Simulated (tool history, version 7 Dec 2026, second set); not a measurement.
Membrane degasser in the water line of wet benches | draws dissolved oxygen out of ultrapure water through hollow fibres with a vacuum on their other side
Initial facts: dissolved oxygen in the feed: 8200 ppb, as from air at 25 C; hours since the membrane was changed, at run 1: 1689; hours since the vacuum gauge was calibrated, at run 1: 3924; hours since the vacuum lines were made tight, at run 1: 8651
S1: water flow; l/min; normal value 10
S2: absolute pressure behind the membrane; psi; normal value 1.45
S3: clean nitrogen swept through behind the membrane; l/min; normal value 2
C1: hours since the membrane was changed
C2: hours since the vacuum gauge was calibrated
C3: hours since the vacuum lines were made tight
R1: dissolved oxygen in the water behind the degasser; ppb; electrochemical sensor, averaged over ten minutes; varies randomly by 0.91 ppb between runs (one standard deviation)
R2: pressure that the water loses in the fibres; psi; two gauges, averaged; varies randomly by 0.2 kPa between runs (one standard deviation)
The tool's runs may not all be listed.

{"run": 1, "hour": 0.0, "S1": 10, "S2": 1.45, "S3": 2, "C1": 1689, "C2": 3924, "C3": 8651, "R1": 96.7, "R2": 6.312}
{"run": 2, "hour": 34.1, "S1": 10, "S2": 1.45, "S3": 2, "C1": 1723, "C2": 3958, "C3": 8685, "R1": 94.8, "R2": 6.331}
{"run": 3, "hour": 86.0, "S1": 10, "S2": 1.45, "S3": 2.27, "C1": 1775, "C2": 4010, "C3": 8737, "R1": 85.7, "R2": 6.308}
{"run": 4, "hour": 119.6, "S1": 10, "S2": 1.45, "S3": 2, "C1": 1809, "C2": 4043, "C3": 8771, "R1": 97.4, "R2": 6.321}
{"run": 5, "hour": 163.6, "S1": 10, "S2": 1.45, "S3": 2, "C1": 1853, "C2": 4087, "C3": 8815, "R1": 97.6, "R2": 6.313}
{"run": 6, "hour": 216.3, "S1": 10, "S2": 1.45, "S3": 2, "C1": 1906, "C2": 4140, "C3": 8867, "R1": 94.9, "R2": 6.332}
{"run": 7, "hour": 271.8, "S1": 10, "S2": 1.45, "S3": 2, "C1": 1961, "C2": 4195, "C3": 8923, "R1": 95.7, "R2": 6.341}
{"run": 8, "hour": 317.3, "S1": 10, "S2": 1.45, "S3": 2, "C1": 2007, "C2": 4241, "C3": 8968, "R1": 94.1, "R2": 6.344}
{"run": 9, "hour": 362.9, "S1": 10, "S2": 1.45, "S3": 2, "C1": 2052, "C2": 4287, "C3": 9014, "R1": 94.7, "R2": 6.287}
{"run": 10, "hour": 420.6, "S1": 10, "S2": 1.45, "S3": 2, "C1": 2110, "C2": 4344, "C3": 9072, "R1": 95.9, "R2": 6.348}
{"run": 11, "hour": 445.5, "S1": 10, "S2": 1.45, "S3": 2, "C1": 2135, "C2": 4369, "C3": 9097, "R1": 96.3, "R2": 6.274}
{"run": 12, "hour": 474.5, "S1": 10, "S2": 1.45, "S3": 2, "C1": 2164, "C2": 4398, "C3": 9126, "R1": 96, "R2": 6.36}
{"run": 13, "hour": 506.7, "S1": 10, "S2": 1.45, "S3": 2, "C1": 2196, "C2": 4430, "C3": 9158, "R1": 97.2, "R2": 6.372}
{"run": 14, "hour": 540.6, "S1": 13, "S2": 1.45, "S3": 2, "C1": 2230, "C2": 4464, "C3": 9192, "R1": 134.5, "R2": 8.231}
{"run": 15, "hour": 594.4, "S1": 10, "S2": 1.55, "S3": 2, "C1": 2284, "C2": 4518, "C3": 9246, "R1": 106, "R2": 6.342}
{"run": 16, "hour": 642.2, "S1": 10, "S2": 1.55, "S3": 2, "C1": 2332, "C2": 4566, "C3": 9293, "R1": 105.3, "R2": 6.337}
{"run": 17, "hour": 683.3, "S1": 14, "S2": 1.7, "S3": 5.05, "C1": 2373, "C2": 4607, "C3": 9334, "R1": 88.5, "R2": 8.902}
{"run": 18, "hour": 712.3, "S1": 11, "S2": 1.1, "S3": 1.7, "C1": 2402, "C2": 4636, "C3": 9363, "R1": 85.5, "R2": 6.942}
{"run": 19, "hour": 743.8, "S1": 11, "S2": 1.1, "S3": 1.7, "C1": 2433, "C2": 4668, "C3": 9395, "R1": 83, "R2": 6.952}
{"run": 20, "hour": 768.4, "S1": 12, "S2": 1.26, "S3": 0.88, "C1": 2458, "C2": 4692, "C3": 9420, "R1": 200, "R2": 7.604}
{"run": 21, "hour": 812.4, "S1": 12, "S2": 1.26, "S3": 0.88, "C1": 2502, "C2": 4736, "C3": 9464, "R1": 201.1, "R2": 7.581}
{"run": 22, "hour": 840.3, "S1": 14, "S2": 3.15, "S3": 1.02, "C1": 2530, "C2": 4764, "C3": 9491, "R1": 615.7, "R2": 8.805}
{"run": 23, "hour": 896.8, "S1": 14, "S2": 3.15, "S3": 1.02, "C1": 2586, "C2": 4821, "C3": 9548, "R1": 606.5, "R2": 8.931}
{"run": 24, "hour": 953.9, "S1": 14, "S2": 3.15, "S3": 1.02, "C1": 2643, "C2": 4878, "C3": 9605, "R1": 607.6, "R2": 8.975}
{"run": 25, "hour": 1007.1, "S1": 7, "S2": 1.22, "S3": 1.06, "C1": 2696, "C2": 4931, "C3": 9658, "R1": 97.7, "R2": 4.511}
{"run": 26, "hour": 1042.5, "S1": 7, "S2": 1.22, "S3": 1.9, "C1": 2732, "C2": 4966, "C3": 9694, "R1": 56.4, "R2": 4.431}
{"run": 27, "hour": 1072.0, "S1": 10, "S2": 1.45, "S3": 4.85, "C1": 2761, "C2": 4996, "C3": 9723, "R1": 44.2, "R2": 6.351}
{"run": 28, "hour": 1113.4, "S1": 10, "S2": 1.45, "S3": 4.85, "C1": 2803, "C2": 5037, "C3": 9765, "R1": 43.2, "R2": 6.366}
{"run": 29, "hour": 1141.4, "S1": 10, "S2": 1.51, "S3": 2, "C1": 2831, "C2": 5065, "C3": 9793, "R1": 100.8, "R2": 6.401}
{"run": 30, "hour": 1185.2, "S1": 10, "S2": 2.74, "S3": 1.65, "C1": 2874, "C2": 5109, "C3": 9836, "R1": 254.2, "R2": 6.408}
{"run": 31, "hour": 1211.9, "S1": 10, "S2": 2.74, "S3": 3.16, "C1": 2901, "C2": 5136, "C3": 9863, "R1": 139.3, "R2": 6.344}
{"run": 32, "hour": 1267.1, "S1": 10, "S2": 2.74, "S3": 1.14, "C1": 2956, "C2": 5191, "C3": 9918, "R1": 356.8, "R2": 6.35}

Pick out some run-to-run changes in R1. Of each, how much would a tool without hidden state show as well, from the settings, what came in and chance, and how much is left for the hidden state and any gauge scatter not in both results compared?
Hidden state at play: membrane still open, %; true pressure behind the membrane over the reading, kPa; air that leaks in behind the membrane, l/min; drift of the gauge itself on oxygen_ppb, %; drift of the gauge itself on loss_of_pressure_kpa, %.
Run 21 -> 22: S1 12 -> 14, S2 1.26 -> 3.15, S3 0.88 -> 1.02. R1 +414.6 ppb: hidden state +15.2, all else +399.4.
Run 24 -> 25: S1 14 -> 7, S2 3.15 -> 1.22, S3 1.02 -> 1.06. R1 -509.9 ppb: hidden state -19.6, all else -490.3.
Run 31 -> 32: S3 3.16 -> 1.14. R1 +217.5 ppb: hidden state +16.7, all else +200.8.

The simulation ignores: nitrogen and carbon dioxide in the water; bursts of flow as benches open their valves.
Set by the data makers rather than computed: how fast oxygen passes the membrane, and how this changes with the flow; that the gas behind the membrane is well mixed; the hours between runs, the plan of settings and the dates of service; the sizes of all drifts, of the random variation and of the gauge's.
